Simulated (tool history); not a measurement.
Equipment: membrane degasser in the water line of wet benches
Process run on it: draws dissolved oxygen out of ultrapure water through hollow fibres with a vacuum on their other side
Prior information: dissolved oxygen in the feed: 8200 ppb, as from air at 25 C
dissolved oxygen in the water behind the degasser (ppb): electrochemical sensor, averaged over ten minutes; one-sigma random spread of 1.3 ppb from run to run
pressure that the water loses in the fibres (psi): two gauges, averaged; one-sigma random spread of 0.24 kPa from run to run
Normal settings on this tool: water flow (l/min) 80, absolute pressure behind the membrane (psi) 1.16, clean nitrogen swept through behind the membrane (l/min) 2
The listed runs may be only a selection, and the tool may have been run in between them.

run    hour  water flow (l/min)  absolute pressure behind the membrane (psi)  clean nitrogen swept through behind the membrane (l/min)  dissolved oxygen in the water behind the degasser (ppb)  pressure that the water loses in the fibres (psi)
  1       0                  80                                         1.16                                                         2                                                      399                                              8.749
  2   109.5                  64                                         1.16                                                         2                                                    319.7                                               7.05
  3   195.7                  52                                         1.16                                                         2                                                    265.1                                              5.703
  4     364                  52                                         1.16                                                         2                                                    264.5                                                5.7
  5   536.7                  96                                         1.16                                                         2                                                    478.4                                             10.556
  6   673.1                  96                                         1.16                                                         2                                                    477.3                                             10.637
  7   807.8                  50                                        0.701                                                      4.94                                                     41.5                                              5.549
  8   967.6                  50                                        2.075                                                      2.17                                                    532.6                                              5.494
  9  1098.7                  50                                        2.075                                                      1.59                                                    684.1                                              5.538
 10  1258.7                  58                                        1.636                                                      3.87                                                    277.1                                              6.431
 11    1418                 113                                         1.11                                                      0.98                                                      795                                             12.517

Some steps in pressure that the water loses in the fibres (psi) between neighbouring runs. How much of each would the tool show without its hidden state too (settings, what came in, random variation), and how much is left for the hidden state, with any gauge scatter that isn't in both results?
Hidden conditions of the tool in this case: membrane still open, %; true pressure behind the membrane over the reading, kPa; air that leaks in behind the membrane, l/min; drift of the gauge itself on oxygen_ppb, %; drift of the gauge itself on loss_of_pressure_kpa, %.
Run 10 -> 11: water flow (l/min) 58 -> 113, absolute pressure behind the membrane (psi) 1.636 -> 1.11, clean nitrogen swept through behind the membrane (l/min) 3.87 -> 0.98. pressure that the water loses in the fibres (psi) +6.086: hidden state +0.086, all else +6.
